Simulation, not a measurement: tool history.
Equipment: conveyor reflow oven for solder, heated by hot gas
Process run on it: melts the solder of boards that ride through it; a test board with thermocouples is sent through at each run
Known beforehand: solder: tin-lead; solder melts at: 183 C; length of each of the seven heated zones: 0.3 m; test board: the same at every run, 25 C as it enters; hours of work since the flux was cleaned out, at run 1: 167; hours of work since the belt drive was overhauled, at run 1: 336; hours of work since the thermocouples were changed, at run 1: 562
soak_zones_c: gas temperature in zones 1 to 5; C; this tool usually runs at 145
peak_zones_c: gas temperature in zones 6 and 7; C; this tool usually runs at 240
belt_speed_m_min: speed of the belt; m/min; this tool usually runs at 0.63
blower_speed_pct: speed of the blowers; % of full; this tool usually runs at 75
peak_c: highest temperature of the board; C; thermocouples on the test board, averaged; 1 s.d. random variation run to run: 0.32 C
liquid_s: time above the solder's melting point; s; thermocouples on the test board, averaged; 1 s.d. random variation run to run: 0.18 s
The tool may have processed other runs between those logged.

run	hour	soak_zones_c	peak_zones_c	belt_speed_m_min	blower_speed_pct	hours of work since the flux was cleaned out	hours of work since the belt drive was overhauled	hours of work since the thermocouples were changed	peak_c	liquid_s
1	0	145	240	0.63	75	167	336	562	222.2	47.5
2	64.6	145	240	0.63	79	218	387	613	222.8	47.5
# hour 81.7: flux residue cleaned out of gas plates and filters
3	156.5	145	240	0.63	79	59	456	682	224.5	48.4
4	199.2	132	240	0.63	79	93	490	716	222.3	44.1
5	280.5	145	240	0.63	75	158	555	781	223.3	47.6
6	363.8	145	240	0.63	75	224	621	847	222.9	48
# hour 374.3: flux residue cleaned out of gas plates and filters
7	456	145	240	0.63	75	65	690	916	224.5	48.4
# hour 496.9: thermocouples of zones 6 and 7 changed
8	505.6	145	240	0.63	75	103	728	7	222.7	47.5
# hour 555.3: belt drive overhauled, speed set with a stopwatch
9	558.1	145	240	0.63	75	141	2	45	221.9	46.7
10	649.6	145	240	0.594	75	214	75	118	223.8	50.2
# hour 670: flux residue cleaned out of gas plates and filters
11	736.3	145	255	0.63	75	53	140	183	236.1	52.6
12	794.9	145	255	0.63	75	99	186	230	235.9	52.7
13	889.6	145	255	0.63	75	174	262	305	235.4	52.3
# hour 962.1: flux residue cleaned out of gas plates and filters
14	985.7	145	237	0.639	75	19	334	377	220.7	45.9
15	1066.1	145	244	0.545	75	83	398	441	231.6	59.3
16	1117.2	145	240	0.63	61	123	438	482	219.7	45.8

Predict the results of run 17:
17	1162.6	132	231	0.577	77	159	474	518	?	?

Run 17 measured peak_c 216.1 C, liquid_s 44.8 s.
With the hidden condition absent and the run-to-run variation left alone, this run would have shown peak_c 216.2 C, liquid_s 45 s.
